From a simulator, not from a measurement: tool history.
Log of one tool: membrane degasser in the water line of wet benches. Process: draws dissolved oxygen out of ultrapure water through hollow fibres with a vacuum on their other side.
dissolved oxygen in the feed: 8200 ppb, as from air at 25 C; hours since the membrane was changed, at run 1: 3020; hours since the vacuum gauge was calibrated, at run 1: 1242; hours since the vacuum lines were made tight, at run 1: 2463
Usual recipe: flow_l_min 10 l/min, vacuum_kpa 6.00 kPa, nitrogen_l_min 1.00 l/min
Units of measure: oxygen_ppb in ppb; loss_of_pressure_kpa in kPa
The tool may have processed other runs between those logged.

| run | hour | flow_l_min | vacuum_kpa | nitrogen_l_min | hours since the membrane was changed | hours since the vacuum gauge was calibrated | hours since the vacuum lines were made tight | oxygen_ppb | loss_of_pressure_kpa |
|---|---|---|---|---|---|---|---|---|---|
| 1 | 0.0 | 10 | 6.00 | 1.00 | 3020 | 1242 | 2463 | 125.2 | 43.10 |
| 2 | 76.4 | 10 | 6.00 | 1.00 | 3097 | 1319 | 2539 | 126.2 | 42.97 |
| 3 | 110.1 | 10 | 6.00 | 1.00 | 3130 | 1352 | 2573 | 126.7 | 43.20 |
| 4 | 140.9 | 10 | 6.00 | 1.00 | 3161 | 1383 | 2604 | 124.0 | 43.05 |
| 5 | 208.7 | 10 | 6.00 | 0.78 | 3229 | 1451 | 2671 | 143.7 | 43.04 |
| 6 | 250.0 | 10 | 6.00 | 1.00 | 3270 | 1492 | 2713 | 125.0 | 43.03 |
| 7 | 283.9 | 10 | 6.00 | 1.00 | 3304 | 1526 | 2747 | 126.0 | 43.33 |
| 8 | 334.2 | 10 | 6.00 | 1.02 | 3354 | 1576 | 2797 | 125.4 | 43.23 |
| 9 | 386.7 | 16 | 6.00 | 1.02 | 3407 | 1629 | 2849 | 356.1 | 69.14 |
| 10 | 419.9 | 16 | 6.00 | 1.02 | 3440 | 1662 | 2883 | 364.3 | 69.15 |
| 11 | 480.3 | 16 | 6.00 | 1.02 | 3501 | 1722 | 2943 | 363.8 | 68.99 |
| 12 | 511.5 | 16 | 6.00 | 1.02 | 3532 | 1754 | 2974 | 360.4 | 69.38 |
| 13 | 573.6 | 16 | 6.00 | 1.02 | 3594 | 1816 | 3036 | 364.4 | 69.31 |
| 14 | 650.2 | 16 | 6.00 | 1.02 | 3670 | 1892 | 3113 | 360.8 | 68.93 |
| 15 | 692.8 | 16 | 6.00 | 1.02 | 3713 | 1935 | 3155 | 362.0 | 69.12 |
| 16 | 724.9 | 16 | 6.00 | 1.02 | 3745 | 1967 | 3188 | 357.9 | 69.22 |
| 17 | 792.5 | 6 | 4.04 | 0.83 | 3813 | 2035 | 3255 | 20.2 | 25.83 |
| 18 | 859.2 | 8 | 6.58 | 0.83 | 3879 | 2101 | 3322 | 101.7 | 34.78 |
| 19 | 913.2 | 8 | 6.58 | 0.83 | 3933 | 2155 | 3376 | 101.3 | 34.85 |
| 20 | 965.1 | 7 | 3.67 | 2.44 | 3985 | 2207 | 3428 | 16.0 | 30.55 |
| 21 | 1041.7 | 7 | 3.67 | 2.44 | 4062 | 2284 | 3504 | 16.2 | 30.26 |
|  | 1047.0 | vacuum gauge calibrated |
| 22 | 1073.5 | 11 | 6.00 | 0.60 | 4093 | 26 | 3536 | 197.9 | 47.64 |
| 23 | 1107.8 | 11 | 6.00 | 0.60 | 4128 | 61 | 3570 | 198.8 | 47.68 |
| 24 | 1174.8 | 11 | 6.00 | 0.60 | 4195 | 128 | 3637 | 199.4 | 47.74 |
|  | 1242.9 | vacuum gauge calibrated, once more |
| 25 | 1247.4 | 8 | 4.22 | 1.42 | 4267 | 5 | 3709 | 37.9 | 34.79 |
| 26 | 1297.4 | 10 | 6.84 | 1.67 | 4317 | 55 | 3759 | 111.4 | 43.31 |
| 27 | 1344.4 | 8 | 5.23 | 1.54 | 4364 | 102 | 3806 | 49.6 | 34.87 |
| 28 | 1389.0 | 8 | 5.23 | 1.54 | 4408 | 146 | 3851 | 50.5 | 34.77 |
| 29 | 1461.3 | 8 | 5.23 | 1.54 | 4480 | 218 | 3923 | 49.8 | 34.82 |
| 30 | 1515.7 | 8 | 5.23 | 2.81 | 4535 | 273 | 3977 | 39.1 | 35.10 |
| 31 | 1566.5 | 8 | 4.77 | 1.00 | 4586 | 324 | 4028 | 54.8 | 34.63 |
| 32 | 1604.2 | 12 | 6.00 | 1.79 | 4623 | 361 | 4066 | 161.9 | 52.00 |

4 ways to go on from here, each from the tool as it stands after run 32. What would each give?
| A | 1635.1 | 10 | 6.53 | 1.00 | 4654 | 392 | 4097 | ? | ? |
| B | 1635.1 | 10 | 11.65 | 1.27 | 4654 | 392 | 4097 | ? | ? |
| C | 1635.1 | 10 | 4.34 | 1.05 | 4654 | 392 | 4097 | ? | ? |
| D | 1635.1 | 11 | 6.00 | 1.00 | 4654 | 392 | 4097 | ? | ? |

| run | oxygen_ppb | loss_of_pressure_kpa |
|---|---|---|
| A | 139.7 | 43.69 |
| B | 218.3 | 43.37 |
| C | 86.4 | 43.72 |
| D | 157.4 | 47.78 |
Without the tool's unlogged condition, the same runs would have read:
| run | oxygen_ppb | loss_of_pressure_kpa |
|---|---|---|
| A | 135.0 | 43.07 |
| B | 213.2 | 42.76 |
| C | 82.0 | 43.10 |
| D | 151.5 | 47.11 |
